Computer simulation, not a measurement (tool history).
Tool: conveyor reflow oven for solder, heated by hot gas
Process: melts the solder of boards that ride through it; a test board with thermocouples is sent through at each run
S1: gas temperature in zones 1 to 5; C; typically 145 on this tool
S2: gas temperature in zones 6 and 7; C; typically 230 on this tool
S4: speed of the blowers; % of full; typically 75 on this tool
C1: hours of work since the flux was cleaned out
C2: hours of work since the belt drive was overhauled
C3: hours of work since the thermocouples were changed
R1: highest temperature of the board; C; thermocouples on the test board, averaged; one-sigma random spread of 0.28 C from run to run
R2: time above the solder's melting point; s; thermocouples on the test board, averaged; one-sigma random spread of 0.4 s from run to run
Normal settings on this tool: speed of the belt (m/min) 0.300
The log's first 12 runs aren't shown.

At hour 767.5: thermocouples of zones 6 and 7 changed.
Run 13, hour 814.7: usual settings but S2 229 C; C1 71; C2 404; C3 38. Result: R1 214.4 C, R2 91.3 s.
Run 14, hour 855.2: usual settings but S2 229 C; C1 103; C2 436; C3 70. Result: R1 214.2 C, R2 91.5 s.
Run 15, hour 909.1: usual settings but S1 137 C; C1 146; C2 479; C3 113. Result: R1 213.4 C, R2 85.4 s.
Run 16, hour 963.7: usual settings but S1 136 C, S2 220 C, speed of the belt (m/min) 0.358, S4 57 % of full; C1 189; C2 523; C3 156. Result: R1 195.1 C, R2 37.0 s.
Run 17, hour 1001.0: usual settings but S1 136 C, S2 220 C, speed of the belt (m/min) 0.358, S4 57 % of full; C1 219; C2 552; C3 186. Result: R1 195.4 C, R2 37.7 s.
Run 18, hour 1065.5: usual settings but S1 136 C, S2 235 C, speed of the belt (m/min) 0.358, S4 57 % of full; C1 270; C2 604; C3 237. Result: R1 206.1 C, R2 57.9 s.
Run 19, hour 1128.5: usual settings but S1 158 C, S2 239 C, speed of the belt (m/min) 0.331, S4 51 % of full; C1 321; C2 654; C3 288. Result: R1 216.5 C, R2 91.2 s.
At hour 1175.3: flux residue cleaned out of gas plates and filters.
Run 20, hour 1209.2: usual settings but S1 140 C, speed of the belt (m/min) 0.260; C1 27; C2 714; C3 348. Result: R1 219.9 C, R2 111.0 s.
Run 21, hour 1297.9: usual settings but S1 134 C, S2 229 C; C1 98; C2 785; C3 419. Result: R1 212.9 C, R2 84.3 s.
Run 22, hour 1370.4: usual settings but S1 130 C, S2 240 C; C1 155; C2 843; C3 476. Result: R1 221.6 C, R2 91.3 s.
At hour 1420.6: belt drive overhauled, speed set with a stopwatch.
Run 23, hour 1454.6: usual settings but S1 130 C, S2 240 C; C1 219; C2 27; C3 540. Result: R1 220.7 C, R2 88.6 s.
Run 24, hour 1499.4: usual settings but S1 135 C, S2 229 C, speed of the belt (m/min) 0.309, S4 60 % of full; C1 255; C2 63; C3 576. Result: R1 208.5 C, R2 71.1 s.
Run 25, hour 1557.0: usual settings but S1 137 C; C1 301; C2 109; C3 622. Result: R1 213.4 C, R2 83.8 s.
Run 26, hour 1607.0: usual settings but S1 137 C; C1 341; C2 148; C3 662. Result: R1 213.0 C, R2 83.4 s.
At hour 1628.6: flux residue cleaned out of gas plates and filters.
Run 27, hour 1685.5: usual settings but S2 245 C; C1 45; C2 207; C3 720. Result: R1 229.6 C, R2 106.9 s.
Run 28, hour 1751.9: usual settings but S1 137 C, S2 234 C, speed of the belt (m/min) 0.314, S4 74 % of full; C1 98; C2 260; C3 773. Result: R1 216.6 C, R2 83.9 s.
Run 29, hour 1819.0: usual settings but S1 137 C, S2 234 C, speed of the belt (m/min) 0.314, S4 50 % of full; C1 152; C2 313; C3 826. Result: R1 210.7 C, R2 73.7 s.
Run 30, hour 1865.1: usual settings but S1 137 C, S2 234 C, speed of the belt (m/min) 0.314, S4 50 % of full; C1 188; C2 350; C3 863. Result: R1 210.2 C, R2 74.0 s.

Below are 4 alternative next runs, each starting from the tool's condition after run 30. Predict each:
Run A, hour 1942.3: usual settings but S1 137 C, S2 234 C, speed of the belt (m/min) 0.295, S4 50 % of full; C1 250; C2 412; C3 925. Result: R1 ?, R2 ?.
Run B, hour 1942.3: usual settings but S1 157 C, speed of the belt (m/min) 0.262; C1 250; C2 412; C3 925. Result: R1 ?, R2 ?.
Run C, hour 1942.3: usual settings but S2 234 C; C1 250; C2 412; C3 925. Result: R1 ?, R2 ?.
Run D, hour 1942.3: usual settings but S1 137 C, S2 234 C, speed of the belt (m/min) 0.286, S4 53 % of full; C1 250; C2 412; C3 925. Result: R1 ?, R2 ?.

run     R1     R2
  A  212.1   83.1
  B  221.8  123.7
  C  219.1   97.7
  D  214.6   89.0
Stripped of hidden state, with their random variation kept, the same runs would have yielded:
run     R1     R2
  A  211.2   81.2
  B  220.4  121.4
  C  218.2   96.0
  D  213.6   87.0
